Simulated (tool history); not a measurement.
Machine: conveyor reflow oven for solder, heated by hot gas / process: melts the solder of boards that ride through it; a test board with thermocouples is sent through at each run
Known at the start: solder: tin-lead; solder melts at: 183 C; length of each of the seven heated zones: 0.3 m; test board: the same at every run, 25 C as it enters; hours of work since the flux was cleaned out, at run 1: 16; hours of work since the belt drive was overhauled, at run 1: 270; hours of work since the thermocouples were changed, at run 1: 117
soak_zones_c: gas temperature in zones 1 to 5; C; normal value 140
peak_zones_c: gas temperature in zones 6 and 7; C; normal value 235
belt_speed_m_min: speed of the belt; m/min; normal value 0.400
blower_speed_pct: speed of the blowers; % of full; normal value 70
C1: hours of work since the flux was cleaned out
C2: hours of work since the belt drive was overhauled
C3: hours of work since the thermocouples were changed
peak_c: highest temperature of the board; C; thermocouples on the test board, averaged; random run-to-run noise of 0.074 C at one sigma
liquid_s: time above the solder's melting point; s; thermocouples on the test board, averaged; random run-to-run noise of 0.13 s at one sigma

{"run": 1, "hour": 0.0, "soak_zones_c": 140, "peak_zones_c": 235, "belt_speed_m_min": 0.4, "blower_speed_pct": 70, "C1": 16, "C2": 270, "C3": 117, "peak_c": 219.54, "liquid_s": 70.6}
{"run": 2, "hour": 12.3, "soak_zones_c": 140, "peak_zones_c": 235, "belt_speed_m_min": 0.4, "blower_speed_pct": 70, "C1": 21, "C2": 275, "C3": 122, "peak_c": 219.52, "liquid_s": 71.1}
{"run": 3, "hour": 19.8, "soak_zones_c": 140, "peak_zones_c": 235, "belt_speed_m_min": 0.4, "blower_speed_pct": 70, "C1": 24, "C2": 278, "C3": 125, "peak_c": 219.43, "liquid_s": 70.9}
{"run": 4, "hour": 35.6, "soak_zones_c": 140, "peak_zones_c": 235, "belt_speed_m_min": 0.322, "blower_speed_pct": 70, "C1": 30, "C2": 284, "C3": 132, "peak_c": 225.37, "liquid_s": 95.3}
{"run": 5, "hour": 44.0, "soak_zones_c": 140, "peak_zones_c": 235, "belt_speed_m_min": 0.322, "blower_speed_pct": 70, "C1": 34, "C2": 288, "C3": 135, "peak_c": 225.34, "liquid_s": 95.4}
{"run": 6, "hour": 51.9, "soak_zones_c": 140, "peak_zones_c": 235, "belt_speed_m_min": 0.322, "blower_speed_pct": 70, "C1": 37, "C2": 291, "C3": 138, "peak_c": 225.36, "liquid_s": 95.3}
{"run": 7, "hour": 64.7, "soak_zones_c": 140, "peak_zones_c": 235, "belt_speed_m_min": 0.4, "blower_speed_pct": 80, "C1": 42, "C2": 296, "C3": 144, "peak_c": 221.44, "liquid_s": 73.0}
{"run": 8, "hour": 73.0, "soak_zones_c": 127, "peak_zones_c": 235, "belt_speed_m_min": 0.4, "blower_speed_pct": 70, "C1": 46, "C2": 300, "C3": 147, "peak_c": 217.21, "liquid_s": 63.8}
{"run": 9, "hour": 89.1, "soak_zones_c": 127, "peak_zones_c": 235, "belt_speed_m_min": 0.4, "blower_speed_pct": 70, "C1": 52, "C2": 306, "C3": 154, "peak_c": 217.21, "liquid_s": 63.6}
{"run": 10, "hour": 101.1, "soak_zones_c": 127, "peak_zones_c": 235, "belt_speed_m_min": 0.4, "blower_speed_pct": 70, "C1": 57, "C2": 311, "C3": 159, "peak_c": 217.19, "liquid_s": 63.6}
{"run": 11, "hour": 111.6, "soak_zones_c": 153, "peak_zones_c": 235, "belt_speed_m_min": 0.4, "blower_speed_pct": 70, "C1": 61, "C2": 315, "C3": 163, "peak_c": 221.69, "liquid_s": 78.9}
{"run": 12, "hour": 119.1, "soak_zones_c": 153, "peak_zones_c": 235, "belt_speed_m_min": 0.4, "blower_speed_pct": 70, "C1": 64, "C2": 318, "C3": 166, "peak_c": 221.63, "liquid_s": 79.1}
{"run": 13, "hour": 128.8, "soak_zones_c": 153, "peak_zones_c": 235, "belt_speed_m_min": 0.4, "blower_speed_pct": 70, "C1": 68, "C2": 322, "C3": 170, "peak_c": 221.93, "liquid_s": 79.1}
{"run": 14, "hour": 136.6, "soak_zones_c": 153, "peak_zones_c": 235, "belt_speed_m_min": 0.4, "blower_speed_pct": 70, "C1": 71, "C2": 326, "C3": 173, "peak_c": 221.65, "liquid_s": 78.9}
{"run": 15, "hour": 152.7, "soak_zones_c": 153, "peak_zones_c": 235, "belt_speed_m_min": 0.4, "blower_speed_pct": 70, "C1": 78, "C2": 332, "C3": 180, "peak_c": 221.55, "liquid_s": 79.2}
{"run": 16, "hour": 165.3, "soak_zones_c": 153, "peak_zones_c": 235, "belt_speed_m_min": 0.4, "blower_speed_pct": 70, "C1": 83, "C2": 337, "C3": 185, "peak_c": 221.74, "liquid_s": 78.6}
{"run": 17, "hour": 172.2, "soak_zones_c": 153, "peak_zones_c": 235, "belt_speed_m_min": 0.4, "blower_speed_pct": 70, "C1": 86, "C2": 340, "C3": 188, "peak_c": 221.6, "liquid_s": 79.1}
{"run": 18, "hour": 188.4, "soak_zones_c": 153, "peak_zones_c": 235, "belt_speed_m_min": 0.4, "blower_speed_pct": 70, "C1": 93, "C2": 347, "C3": 194, "peak_c": 221.68, "liquid_s": 78.9}
{"run": 19, "hour": 204.8, "soak_zones_c": 140, "peak_zones_c": 245, "belt_speed_m_min": 0.4, "blower_speed_pct": 50, "C1": 99, "C2": 353, "C3": 201, "peak_c": 222.21, "liquid_s": 72.3}
{"run": 20, "hour": 220.3, "soak_zones_c": 140, "peak_zones_c": 245, "belt_speed_m_min": 0.4, "blower_speed_pct": 50, "C1": 106, "C2": 360, "C3": 207, "peak_c": 222.02, "liquid_s": 72.0}
{"run": 21, "hour": 228.0, "soak_zones_c": 138, "peak_zones_c": 231, "belt_speed_m_min": 0.4, "blower_speed_pct": 83, "C1": 109, "C2": 363, "C3": 210, "peak_c": 218.05, "liquid_s": 69.6}
{"run": 22, "hour": 242.5, "soak_zones_c": 132, "peak_zones_c": 231, "belt_speed_m_min": 0.328, "blower_speed_pct": 88, "C1": 115, "C2": 369, "C3": 216, "peak_c": 223.22, "liquid_s": 88.9}
{"run": 23, "hour": 256.9, "soak_zones_c": 132, "peak_zones_c": 231, "belt_speed_m_min": 0.328, "blower_speed_pct": 88, "C1": 121, "C2": 375, "C3": 222, "peak_c": 222.9, "liquid_s": 88.9}
{"run": 24, "hour": 268.4, "soak_zones_c": 153, "peak_zones_c": 231, "belt_speed_m_min": 0.463, "blower_speed_pct": 88, "C1": 125, "C2": 379, "C3": 227, "peak_c": 217.29, "liquid_s": 64.9}
{"run": 25, "hour": 278.3, "soak_zones_c": 153, "peak_zones_c": 231, "belt_speed_m_min": 0.354, "blower_speed_pct": 88, "C1": 129, "C2": 383, "C3": 231, "peak_c": 223.5, "liquid_s": 91.7}
{"run": 26, "hour": 285.1, "soak_zones_c": 153, "peak_zones_c": 231, "belt_speed_m_min": 0.354, "blower_speed_pct": 88, "C1": 132, "C2": 386, "C3": 234, "peak_c": 223.51, "liquid_s": 92.0}
{"run": 27, "hour": 293.3, "soak_zones_c": 140, "peak_zones_c": 235, "belt_speed_m_min": 0.473, "blower_speed_pct": 70, "C1": 135, "C2": 390, "C3": 237, "peak_c": 213.56, "liquid_s": 54.2}
{"run": 28, "hour": 306.3, "soak_zones_c": 140, "peak_zones_c": 235, "belt_speed_m_min": 0.473, "blower_speed_pct": 70, "C1": 141, "C2": 395, "C3": 242, "peak_c": 213.49, "liquid_s": 54.1}
{"run": 29, "hour": 314.9, "soak_zones_c": 139, "peak_zones_c": 235, "belt_speed_m_min": 0.364, "blower_speed_pct": 70, "C1": 144, "C2": 398, "C3": 246, "peak_c": 221.99, "liquid_s": 80.3}
{"run": 30, "hour": 322.3, "soak_zones_c": 139, "peak_zones_c": 235, "belt_speed_m_min": 0.386, "blower_speed_pct": 70, "C1": 147, "C2": 401, "C3": 249, "peak_c": 220.2, "liquid_s": 74.1}
{"run": 31, "hour": 336.3, "soak_zones_c": 140, "peak_zones_c": 235, "belt_speed_m_min": 0.414, "blower_speed_pct": 52, "C1": 153, "C2": 407, "C3": 254, "peak_c": 212.97, "liquid_s": 61.3}
{"run": 32, "hour": 345.3, "soak_zones_c": 140, "peak_zones_c": 235, "belt_speed_m_min": 0.414, "blower_speed_pct": 52, "C1": 157, "C2": 411, "C3": 258, "peak_c": 213.0, "liquid_s": 61.4}

Predict each of these 3 candidate next runs independently; none follows another, all start after run 32:
{"run": "A", "hour": 359.7, "soak_zones_c": 126, "peak_zones_c": 223, "belt_speed_m_min": 0.4, "blower_speed_pct": 72, "C1": 163, "C2": 417, "C3": 264, "peak_c": "?", "liquid_s": "?"}
{"run": "B", "hour": 359.7, "soak_zones_c": 140, "peak_zones_c": 235, "belt_speed_m_min": 0.355, "blower_speed_pct": 70, "C1": 163, "C2": 417, "C3": 264, "peak_c": "?", "liquid_s": "?"}
{"run": "C", "hour": 359.7, "soak_zones_c": 140, "peak_zones_c": 235, "belt_speed_m_min": 0.325, "blower_speed_pct": 70, "C1": 163, "C2": 417, "C3": 264, "peak_c": "?", "liquid_s": "?"}

run=A peak_c=206.71 liquid_s=52.6
run=B peak_c=222.68 liquid_s=84.1
run=C peak_c=225.09 liquid_s=94.1
Stripped of hidden state, with their random variation kept, the same runs would have yielded:
run=A peak_c=206.55 liquid_s=51.9
run=B peak_c=222.39 liquid_s=82.9
run=C peak_c=224.75 liquid_s=92.8
